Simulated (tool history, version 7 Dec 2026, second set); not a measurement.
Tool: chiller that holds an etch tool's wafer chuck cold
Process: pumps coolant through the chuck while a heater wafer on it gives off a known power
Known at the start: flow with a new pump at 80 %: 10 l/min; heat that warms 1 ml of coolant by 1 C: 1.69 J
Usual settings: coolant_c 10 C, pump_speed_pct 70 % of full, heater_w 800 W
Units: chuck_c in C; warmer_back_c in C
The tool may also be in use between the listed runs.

run    hour  coolant_c  pump_speed_pct  heater_w  chuck_c  warmer_back_c
  1     0.0         10              70       800     20.2           3.28
  2    69.9         10              70       800     20.2           3.25
  3   202.6         15              70       800     25.3           3.25
  4   278.3         15              70       800     25.5           3.25
  5   425.6         10              70       800     20.2           3.25
  6   573.7         10              70       800     20.3           3.19
  7   683.6         10              70       800     20.3           3.21
  8   753.0         10              70       800     20.1           3.19
  9   824.8         10              70       800     20.1           3.17
 10   901.7         10              70       800     20.1           3.16
 11  1026.8         10              70       800     20.2           3.14
 12  1152.3         10              70       800     20.1           3.14
 13  1235.4         10              63       443     16.1           1.93
 14  1369.3          2              61       934     15.4           4.31
 15  1454.1          5              73       701     13.8           2.56
     1560.8  -- gauge calibrated
 16  1610.1         14              92      1009     23.9           3.04
 17  1736.6          0              65       709      9.8           3.12
 18  1861.5          0              65       709      9.5           3.10
 19  1952.8          0              65       709      9.7           3.13
 20  2048.4         10              70       709     19.1           2.89
 21  2192.5         10              70       709     19.0           2.84

Forecast each of these 3 alternatives for the next run:
  A  2330.0         10              72       709        ?              ?
  B  2330.0          1              99      1062        ?              ?
  C  2330.0         19              89       963        ?              ?

run  chuck_c  warmer_back_c
  A     18.9           2.75
  B     10.5           2.87
  C     28.7           2.96
Without the tool's hidden state the same runs would have given:
run  chuck_c  warmer_back_c
  A     18.9           2.83
  B     10.4           2.96
  C     28.6           3.05

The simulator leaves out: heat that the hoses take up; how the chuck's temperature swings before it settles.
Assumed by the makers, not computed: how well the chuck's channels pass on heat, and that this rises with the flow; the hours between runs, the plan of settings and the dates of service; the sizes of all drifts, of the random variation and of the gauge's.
